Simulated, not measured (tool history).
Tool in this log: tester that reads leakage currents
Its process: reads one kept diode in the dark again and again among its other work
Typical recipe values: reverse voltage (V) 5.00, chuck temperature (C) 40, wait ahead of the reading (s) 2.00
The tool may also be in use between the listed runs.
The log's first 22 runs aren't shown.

run   hour  reverse voltage (V)  chuck temperature (C)  wait ahead of the reading (s)  current that the tester gives (pA)
 23  433.8                 1.64                     40                           7.81                              415.53
 24  459.4                 1.95                     38                           0.60                              378.92
 25  487.0                 1.95                     32                           0.60                              222.59
 26  502.4                 1.95                     32                           0.60                              222.03
 27  519.4                 5.41                     53                           0.38                             2098.63
 28  543.8                 4.58                     53                           0.53                             1969.46
 29  574.3                19.24                     21                           4.10                              226.87
 30  603.9                19.24                     33                           7.07                              685.68
 31  624.7                 5.77                     57                           0.39                             2970.77
 32  647.7                 5.00                     40                           0.59                              697.14
 33  679.9                 5.40                     25                           8.35                              185.58
 34  698.9                 5.40                     25                           8.35                              185.81
 35  713.6                 5.40                     47                           0.42                             1306.96
 36  730.6                 1.38                     60                           5.54                             1994.07
 37  749.7                 1.38                     60                           5.54                             2020.89
 38  770.8                 1.38                     28                           5.54                              133.72
 39  795.1                 2.26                     27                           2.40                              152.76

Each row is a separate what-if for the run after 39, all from the same tool condition, not one after another. Results?
  A  820.4                 4.68                     40                           2.71                                   ?
  B  820.4                 2.74                     49                           2.30                                   ?
  C  820.4                 3.72                     40                           5.39                                   ?
  D  820.4                 5.17                     27                           0.65                                   ?
  E  820.4                 5.00                     47                           0.33                                   ?

run  current that the tester gives (pA)
  A                              686.92
  B                             1145.09
  C                              613.00
  D                              226.81
  E                             1274.78
Had the tool no hidden state, the same runs would have come out as:
run  current that the tester gives (pA)
  A                              661.53
  B                             1107.29
  C                              590.53
  D                              216.25
  E                             1231.49
